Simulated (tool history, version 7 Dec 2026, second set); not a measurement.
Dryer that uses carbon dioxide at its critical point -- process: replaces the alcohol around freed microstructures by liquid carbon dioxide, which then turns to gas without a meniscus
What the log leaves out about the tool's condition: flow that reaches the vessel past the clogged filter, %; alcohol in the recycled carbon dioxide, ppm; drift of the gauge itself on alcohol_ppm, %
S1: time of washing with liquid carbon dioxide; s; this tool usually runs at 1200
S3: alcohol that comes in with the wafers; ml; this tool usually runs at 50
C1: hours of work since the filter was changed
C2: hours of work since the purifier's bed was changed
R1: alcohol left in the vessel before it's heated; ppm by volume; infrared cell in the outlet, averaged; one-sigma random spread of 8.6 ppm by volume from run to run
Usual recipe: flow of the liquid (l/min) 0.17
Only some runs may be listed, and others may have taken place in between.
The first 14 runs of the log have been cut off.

{"run": 15, "hour": 345.2, "S1": 1200, "flow of the liquid (l/min)": 0.17, "S3": 50, "C1": 307, "C2": 275, "R1": 649}
{"run": 16, "hour": 376.6, "S1": 1200, "flow of the liquid (l/min)": 0.189, "S3": 50, "C1": 329, "C2": 298, "R1": 418}
{"run": 17, "hour": 407.4, "S1": 1200, "flow of the liquid (l/min)": 0.189, "S3": 50, "C1": 351, "C2": 320, "R1": 433}
{"run": 18, "hour": 434.1, "S1": 1200, "flow of the liquid (l/min)": 0.189, "S3": 50, "C1": 370, "C2": 339, "R1": 452}
{"run": 19, "hour": 465.3, "S1": 1260, "flow of the liquid (l/min)": 0.18, "S3": 38, "C1": 392, "C2": 361, "R1": 364}
{"run": 20, "hour": 489.5, "S1": 1260, "flow of the liquid (l/min)": 0.18, "S3": 38, "C1": 409, "C2": 378, "R1": 393}
{"run": 21, "hour": 505.0, "S1": 1260, "flow of the liquid (l/min)": 0.18, "S3": 38, "C1": 420, "C2": 389, "R1": 375}
{"run": 22, "hour": 531.8, "S1": 1380, "flow of the liquid (l/min)": 0.175, "S3": 50, "C1": 439, "C2": 408, "R1": 366}
{"run": 23, "hour": 550.7, "S1": 840, "flow of the liquid (l/min)": 0.134, "S3": 61, "C1": 452, "C2": 421, "R1": 7236}
{"run": 24, "hour": 581.2, "S1": 1620, "flow of the liquid (l/min)": 0.252, "S3": 50, "C1": 474, "C2": 443, "R1": 156}
{"run": 25, "hour": 611.9, "S1": 1740, "flow of the liquid (l/min)": 0.252, "S3": 75, "C1": 496, "C2": 465, "R1": 160}
{"run": 26, "hour": 633.3, "S1": 1500, "flow of the liquid (l/min)": 0.163, "S3": 98, "C1": 511, "C2": 480, "R1": 601}
{"run": 27, "hour": 655.1, "S1": 1500, "flow of the liquid (l/min)": 0.163, "S3": 55, "C1": 527, "C2": 496, "R1": 429}
{"run": 28, "hour": 669.0, "S1": 1320, "flow of the liquid (l/min)": 0.267, "S3": 38, "C1": 536, "C2": 505, "R1": 176}
{"hour": 680.5, "done": "inlet filter changed"}
{"run": 29, "hour": 685.8, "S1": 720, "flow of the liquid (l/min)": 0.267, "S3": 38, "C1": 4, "C2": 517, "R1": 685}
{"run": 30, "hour": 710.0, "S1": 780, "flow of the liquid (l/min)": 0.119, "S3": 25, "C1": 21, "C2": 534, "R1": 4440}
{"run": 31, "hour": 724.0, "S1": 780, "flow of the liquid (l/min)": 0.119, "S3": 25, "C1": 31, "C2": 544, "R1": 4551}

Run 32 has not been measured yet. What should we expect?
{"run": 32, "hour": 753.8, "S1": 780, "flow of the liquid (l/min)": 0.132, "S3": 25, "C1": 52, "C2": 565, "R1": "?"}

{"run 32": {"R1": 3418}}
Were there no unlogged condition in the tool, this run, its random variation unchanged, would have produced R1 3169 ppm by volume.
